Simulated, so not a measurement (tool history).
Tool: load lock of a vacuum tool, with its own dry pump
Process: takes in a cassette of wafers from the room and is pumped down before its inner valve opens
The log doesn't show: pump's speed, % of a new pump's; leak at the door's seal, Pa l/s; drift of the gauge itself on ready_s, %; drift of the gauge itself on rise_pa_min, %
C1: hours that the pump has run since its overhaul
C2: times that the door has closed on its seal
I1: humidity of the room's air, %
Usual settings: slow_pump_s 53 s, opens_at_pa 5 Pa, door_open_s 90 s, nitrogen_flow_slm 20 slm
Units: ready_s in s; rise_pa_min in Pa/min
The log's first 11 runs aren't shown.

run 12 day=130.475 | slow_pump_s=53 opens_at_pa=5 door_open_s=90 nitrogen_flow_slm=31 | C1=11818 C2=31571 | I1=44.8 | ready_s=112.4 rise_pa_min=0.298
run 13 day=146.983 | slow_pump_s=53 opens_at_pa=5 door_open_s=38 nitrogen_flow_slm=20 | C1=12214 C2=32813 | I1=44.6 | ready_s=111.8 rise_pa_min=0.299
run 14 day=155.904 | slow_pump_s=53 opens_at_pa=5 door_open_s=38 nitrogen_flow_slm=20 | C1=12428 C2=33485 | I1=43.2 | ready_s=112.9 rise_pa_min=0.306
run 15 day=164.733 | slow_pump_s=53 opens_at_pa=5 door_open_s=38 nitrogen_flow_slm=20 | C1=12640 C2=34149 | I1=45.4 | ready_s=112.4 rise_pa_min=0.314
run 16 day=173.550 | slow_pump_s=53 opens_at_pa=5 door_open_s=90 nitrogen_flow_slm=20 | C1=12852 C2=34813 | I1=43.4 | ready_s=114.1 rise_pa_min=0.342
run 17 day=183.317 | slow_pump_s=53 opens_at_pa=5 door_open_s=90 nitrogen_flow_slm=22 | C1=13086 C2=35549 | I1=42.7 | ready_s=114.0 rise_pa_min=0.357
run 18 day=197.529 | slow_pump_s=53 opens_at_pa=5 door_open_s=90 nitrogen_flow_slm=22 | C1=13427 C2=36619 | I1=46.9 | ready_s=113.1 rise_pa_min=0.369
run 19 day=205.642 | slow_pump_s=33 opens_at_pa=6 door_open_s=122 nitrogen_flow_slm=10 | C1=13622 C2=37229 | I1=40.6 | ready_s=98.1 rise_pa_min=0.387
run 20 day=214.462 | slow_pump_s=104 opens_at_pa=7 door_open_s=178 nitrogen_flow_slm=10 | C1=13834 C2=37893 | I1=44.2 | ready_s=148.6 rise_pa_min=0.430
run 21 day=226.562 | slow_pump_s=68 opens_at_pa=7 door_open_s=178 nitrogen_flow_slm=10 | C1=14124 C2=38804 | I1=45.5 | ready_s=122.2 rise_pa_min=0.447
run 22 day=234.521 | slow_pump_s=42 opens_at_pa=8 door_open_s=107 nitrogen_flow_slm=7 | C1=14315 C2=39403 | I1=49.2 | ready_s=103.3 rise_pa_min=0.448
run 23 day=247.258 | slow_pump_s=42 opens_at_pa=8 door_open_s=107 nitrogen_flow_slm=7 | C1=14621 C2=40362 | I1=43.2 | ready_s=102.8 rise_pa_min=0.460
run 24 day=255.233 | slow_pump_s=53 opens_at_pa=5 door_open_s=90 nitrogen_flow_slm=6 | C1=14812 C2=40962 | I1=43.9 | ready_s=115.7 rise_pa_min=0.448
run 25 day=266.696 | slow_pump_s=95 opens_at_pa=5 door_open_s=90 nitrogen_flow_slm=26 | C1=15087 C2=41825 | I1=45.0 | ready_s=144.3 rise_pa_min=0.441
run 26 day=277.675 | slow_pump_s=57 opens_at_pa=7 door_open_s=90 nitrogen_flow_slm=20 | C1=15351 C2=42652 | I1=44.0 | ready_s=114.8 rise_pa_min=0.461
run 27 day=292.696 | slow_pump_s=57 opens_at_pa=7 door_open_s=90 nitrogen_flow_slm=20 | C1=15711 C2=43782 | I1=43.9 | ready_s=114.3 rise_pa_min=0.484
run 28 day=304.475 | slow_pump_s=57 opens_at_pa=7 door_open_s=49 nitrogen_flow_slm=38 | C1=15994 C2=44669 | I1=46.9 | ready_s=114.7 rise_pa_min=0.486
run 29 day=316.392 | slow_pump_s=77 opens_at_pa=5 door_open_s=90 nitrogen_flow_slm=32 | C1=16280 C2=45566 | I1=46.7 | ready_s=133.3 rise_pa_min=0.511
run 30 day=326.854 | slow_pump_s=77 opens_at_pa=5 door_open_s=90 nitrogen_flow_slm=32 | C1=16531 C2=46354 | I1=45.9 | ready_s=132.3 rise_pa_min=0.539
-- day=342.954 door's seal changed, seat wiped
run 31 day=343.646 | slow_pump_s=77 opens_at_pa=4 door_open_s=90 nitrogen_flow_slm=32 | C1=16933 C2=52 | I1=45.8 | ready_s=135.1 rise_pa_min=0.034
run 32 day=356.012 | slow_pump_s=77 opens_at_pa=7 door_open_s=59 nitrogen_flow_slm=13 | C1=17229 C2=983 | I1=45.3 | ready_s=131.2 rise_pa_min=0.043
run 33 day=363.746 | slow_pump_s=80 opens_at_pa=5 door_open_s=71 nitrogen_flow_slm=20 | C1=17415 C2=1565 | I1=44.4 | ready_s=135.8 rise_pa_min=0.049

Forecast each of these 3 alternatives for the next run:
run A day=371.892 | slow_pump_s=65 opens_at_pa=5 door_open_s=27 nitrogen_flow_slm=20 | C1=17610 C2=2178 | I1=46.4 | ready_s=? rise_pa_min=?
run B day=371.892 | slow_pump_s=53 opens_at_pa=5 door_open_s=90 nitrogen_flow_slm=40 | C1=17610 C2=2178 | I1=45.4 | ready_s=? rise_pa_min=?
run C day=371.892 | slow_pump_s=80 opens_at_pa=5 door_open_s=71 nitrogen_flow_slm=23 | C1=17610 C2=2178 | I1=49.3 | ready_s=? rise_pa_min=?

run=A ready_s=125.5 rise_pa_min=0.032
run=B ready_s=117.3 rise_pa_min=0.041
run=C ready_s=135.7 rise_pa_min=0.049
Without the tool's hidden state the same runs would have given:
run=A ready_s=113.1 rise_pa_min=0.023
run=B ready_s=104.0 rise_pa_min=0.032
run=C ready_s=124.2 rise_pa_min=0.039
